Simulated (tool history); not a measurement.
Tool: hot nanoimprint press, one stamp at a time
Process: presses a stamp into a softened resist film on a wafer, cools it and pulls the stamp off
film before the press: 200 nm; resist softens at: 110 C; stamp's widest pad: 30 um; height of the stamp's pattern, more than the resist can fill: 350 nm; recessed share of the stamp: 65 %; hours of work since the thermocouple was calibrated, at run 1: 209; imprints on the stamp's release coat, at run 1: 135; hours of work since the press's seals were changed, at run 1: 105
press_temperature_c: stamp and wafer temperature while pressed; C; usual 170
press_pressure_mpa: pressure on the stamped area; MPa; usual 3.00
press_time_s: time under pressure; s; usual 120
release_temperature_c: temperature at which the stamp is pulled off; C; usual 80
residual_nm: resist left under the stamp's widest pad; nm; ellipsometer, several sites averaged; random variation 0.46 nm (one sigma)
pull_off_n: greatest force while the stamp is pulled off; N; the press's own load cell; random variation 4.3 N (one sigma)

| run | hour | press_temperature_c | press_pressure_mpa | press_time_s | release_temperature_c | hours of work since the thermocouple was calibrated | imprints on the stamp's release coat | hours of work since the press's seals were changed | residual_nm | pull_off_n |
|---|---|---|---|---|---|---|---|---|---|---|
| 1 | 0.0 | 170 | 3.00 | 120 | 80 | 209 | 135 | 105 | 101.5 | 221 |
| 2 | 46.1 | 170 | 3.00 | 120 | 68 | 229 | 274 | 126 | 101.2 | 248 |
| 3 | 95.6 | 170 | 3.00 | 120 | 68 | 251 | 423 | 148 | 100.0 | 261 |
| 4 | 132.6 | 170 | 3.00 | 120 | 68 | 268 | 535 | 165 | 101.3 | 269 |
| 5 | 159.2 | 176 | 3.00 | 120 | 80 | 280 | 616 | 177 | 83.4 | 241 |
| 6 | 189.3 | 170 | 3.00 | 120 | 84 | 293 | 707 | 190 | 99.8 | 241 |
|  | 218.0 | stamp cleaned and given a new release coat |
| 7 | 243.1 | 170 | 3.00 | 120 | 84 | 315 | 76 | 211 | 100.4 | 198 |
|  | 249.2 | plate thermocouple calibrated |
| 8 | 299.6 | 170 | 3.00 | 120 | 84 | 23 | 238 | 235 | 98.8 | 203 |
| 9 | 328.3 | 170 | 3.00 | 120 | 80 | 35 | 324 | 248 | 98.8 | 222 |
| 10 | 372.7 | 170 | 3.00 | 120 | 80 | 55 | 458 | 268 | 98.4 | 222 |
|  | 411.5 | plate thermocouple calibrated, once more |
| 11 | 411.5 | 170 | 2.29 | 155 | 80 | 0 | 567 | 284 | 108.8 | 242 |
| 12 | 467.7 | 170 | 2.29 | 155 | 80 | 25 | 736 | 309 | 108.5 | 266 |
|  | 485.9 | stamp cleaned and given a new release coat |
| 13 | 525.6 | 170 | 2.94 | 116 | 80 | 48 | 120 | 332 | 106.6 | 219 |
| 14 | 583.2 | 174 | 3.00 | 75 | 72 | 74 | 294 | 358 | 107.1 | 234 |
| 15 | 637.6 | 167 | 2.18 | 231 | 85 | 98 | 459 | 382 | 105.6 | 232 |
| 16 | 667.0 | 180 | 2.76 | 110 | 70 | 111 | 548 | 395 | 81.1 | 265 |
| 17 | 726.6 | 177 | 3.00 | 120 | 80 | 138 | 728 | 422 | 82.8 | 250 |
|  | 747.3 | stamp cleaned and given a new release coat |
| 18 | 764.5 | 176 | 3.00 | 197 | 80 | 152 | 52 | 436 | 71.0 | 214 |
| 19 | 818.1 | 160 | 2.50 | 168 | 80 | 176 | 214 | 460 | 135.0 | 220 |

4 ways to go on from here, each from the tool as it stands after run 19. What would each give?
| A | 856.9 | 170 | 2.50 | 113 | 87 | 194 | 331 | 478 | ? | ? |
| B | 856.9 | 169 | 2.50 | 95 | 83 | 194 | 331 | 478 | ? | ? |
| C | 856.9 | 171 | 2.50 | 168 | 80 | 194 | 331 | 478 | ? | ? |
| D | 856.9 | 170 | 2.85 | 120 | 80 | 194 | 331 | 478 | ? | ? |

| run | residual_nm | pull_off_n |
|---|---|---|
| A | 114.0 | 216 |
| B | 121.4 | 219 |
| C | 95.7 | 222 |
| D | 104.1 | 230 |
Without the tool's hidden state the same runs would have given:
| run | residual_nm | pull_off_n |
|---|---|---|
| A | 115.7 | 196 |
| B | 123.2 | 199 |
| C | 97.3 | 202 |
| D | 105.6 | 209 |

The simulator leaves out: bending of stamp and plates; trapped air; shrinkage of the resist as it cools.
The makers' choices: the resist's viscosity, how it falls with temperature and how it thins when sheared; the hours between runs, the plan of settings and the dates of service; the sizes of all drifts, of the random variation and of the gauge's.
